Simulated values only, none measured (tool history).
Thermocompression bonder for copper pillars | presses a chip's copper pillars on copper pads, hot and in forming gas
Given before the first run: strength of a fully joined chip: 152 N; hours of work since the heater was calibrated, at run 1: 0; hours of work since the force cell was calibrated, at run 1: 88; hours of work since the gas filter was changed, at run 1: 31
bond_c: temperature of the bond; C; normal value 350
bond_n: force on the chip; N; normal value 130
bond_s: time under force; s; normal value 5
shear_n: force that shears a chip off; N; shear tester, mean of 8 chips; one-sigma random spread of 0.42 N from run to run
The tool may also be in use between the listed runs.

run   hour  bond_c  bond_n  bond_s  hours of work since the heater was calibrated  hours of work since the force cell was calibrated  hours of work since the gas filter was changed  shear_n
  1      0     350     130       5                                              0                                                 88                                              31     66.8
  2   14.7     350      81       5                                              7                                                 95                                              37     45.3
  3   21.1     350      81       5                                              9                                                 97                                              40     45.5
  4   30.1     350      81       5                                             13                                                101                                              44     45.4
  5   37.7     350     130       5                                             17                                                105                                              48     67.5
  6   51.1     350     130       5                                             23                                                111                                              53     67.2
  7   57.7     350     130       5                                             26                                                114                                              56     66.9
  8   70.7     350     130       5                                             31                                                119                                              62     66.6
  9   85.3     350     130       5                                             38                                                126                                              69     67.1
 10   97.5     350     127       5                                             43                                                131                                              74     65.7
 11  108.3     361     148       5                                             48                                                136                                              79     81.8
 12    122     353     148       4                                             54                                                142                                              85     70.4
 13  131.9     322     139      15                                             59                                                147                                              89     76.4
 14    142     331     127       9                                             63                                                151                                              94     66.7
 15  154.3     331     127       9                                             69                                                157                                              99     65.7
 16  162.8     355     129       4                                             72                                                160                                             103     64.2
 17  172.2     345     128       6                                             77                                                165                                             107     66.2
 18  178.5     368     130       5                                             79                                                167                                             110     78.4
 19  187.4     373     130       3                                             83                                                171                                             114     70.2

What if the next run were any one of these 5? Each begins from the tool's condition after run 19:
  A  193.9     357     116       8                                             86                                                174                                             117        ?
  B  193.9     351     130       5                                             86                                                174                                             117        ?
  C  193.9     353      87       5                                             86                                                174                                             117        ?
  D  193.9     373     165       3                                             86                                                174                                             117        ?
  E  193.9     322     100      10                                             86                                                174                                             117        ?

run  shear_n
  A     77.6
  B     67.1
  C     49.1
  D     82.5
  E     51.5
What these runs would have given with no unlogged condition in the tool:
run  shear_n
  A     78.3
  B     67.6
  C     49.4
  D     83.5
  E     51.6
